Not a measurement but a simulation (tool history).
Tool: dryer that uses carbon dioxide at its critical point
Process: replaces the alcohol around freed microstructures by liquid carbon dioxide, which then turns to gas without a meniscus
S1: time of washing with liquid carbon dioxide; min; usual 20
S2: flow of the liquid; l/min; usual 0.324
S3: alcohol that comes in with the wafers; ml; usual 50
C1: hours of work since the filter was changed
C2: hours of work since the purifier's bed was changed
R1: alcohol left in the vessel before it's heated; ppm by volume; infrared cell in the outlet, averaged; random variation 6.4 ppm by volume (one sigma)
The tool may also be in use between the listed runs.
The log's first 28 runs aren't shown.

Run 29, hour 968.1: usual settings but S1 24 min, S2 0.444 l/min, S3 34 ml; C1 200; C2 353. Result: R1 117 ppm by volume.
Run 30, hour 1012.1: usual settings but S1 24 min, S2 0.444 l/min, S3 34 ml; C1 234; C2 386. Result: R1 136 ppm by volume.
Run 31, hour 1044.2: usual settings but S1 21 min, S2 0.349 l/min, S3 72 ml; C1 258; C2 411. Result: R1 385 ppm by volume.
At hour 1074.8: inlet filter changed.
Run 32, hour 1089.6: usual settings but S2 0.4 l/min; C1 11; C2 444. Result: R1 216 ppm by volume.
Run 33, hour 1119.1: usual settings but S2 0.4 l/min; C1 34; C2 467. Result: R1 235 ppm by volume.
Run 34, hour 1141: usual settings but S2 0.449 l/min, S3 34 ml; C1 50; C2 483. Result: R1 175 ppm by volume.
Run 35, hour 1188.9: usual settings but S1 23 min; C1 87; C2 520. Result: R1 292 ppm by volume.
At hour 1213.1: purifier's bed changed.
Run 36, hour 1223.9: usual settings but S1 17 min, S3 34 ml; C1 111; C2 8. Result: R1 455 ppm by volume.
Run 37, hour 1257.3: usual settings but S1 17 min, S2 0.41 l/min, S3 34 ml; C1 136; C2 34. Result: R1 167 ppm by volume.
Run 38, hour 1292: usual settings but S1 17 min, S2 0.41 l/min, S3 34 ml; C1 163; C2 60. Result: R1 171 ppm by volume.
Run 39, hour 1321.6: usual settings but S1 21 min, S2 0.235 l/min, S3 92 ml; C1 185; C2 82. Result: R1 2103 ppm by volume.
Run 40, hour 1367.4: usual settings but S1 21 min, S2 0.371 l/min, S3 21 ml; C1 220; C2 117. Result: R1 96 ppm by volume.
Run 41, hour 1395.4: usual settings but S1 21 min, S2 0.371 l/min, S3 21 ml; C1 241; C2 139. Result: R1 104 ppm by volume.
Run 42, hour 1420.4: usual settings but S2 0.418 l/min, S3 26 ml; C1 260; C2 158. Result: R1 95 ppm by volume.
At hour 1447.4: inlet filter changed.
Run 43, hour 1469.1: usual settings but S2 0.229 l/min, S3 37 ml; C1 16; C2 194. Result: R1 1053 ppm by volume.
Run 44, hour 1505: usual settings but S2 0.229 l/min, S3 37 ml; C1 44; C2 221. Result: R1 1051 ppm by volume.
Run 45, hour 1537: usual settings but S1 21 min, S2 0.243 l/min; C1 68; C2 246. Result: R1 965 ppm by volume.
Run 46, hour 1568.3: usual settings but S3 72 ml; C1 92; C2 269. Result: R1 516 ppm by volume.
Run 47, hour 1602.8: usual settings but S1 13 min, S2 0.357 l/min, S3 56 ml; C1 118; C2 296. Result: R1 1567 ppm by volume.

Forecast each of these 4 alternatives for the next run:
Run A, hour 1642.5: usual settings but S1 19 min, S2 0.25 l/min, S3 91 ml; C1 148; C2 326. Result: R1 ?.
Run B, hour 1642.5: usual settings but S1 15 min, S3 45 ml; C1 148; C2 326. Result: R1 ?.
Run C, hour 1642.5: usual settings but S2 0.491 l/min; C1 148; C2 326. Result: R1 ?.
Run D, hour 1642.5: usual settings but S1 13 min, S2 0.325 l/min, S3 56 ml; C1 148; C2 326. Result: R1 ?.

run    R1
  A  2338
  B  1120
  C   135
  D  2222
Without the tool's hidden state the same runs would have given:
run    R1
  A  1956
  B   888
  C    27
  D  1879
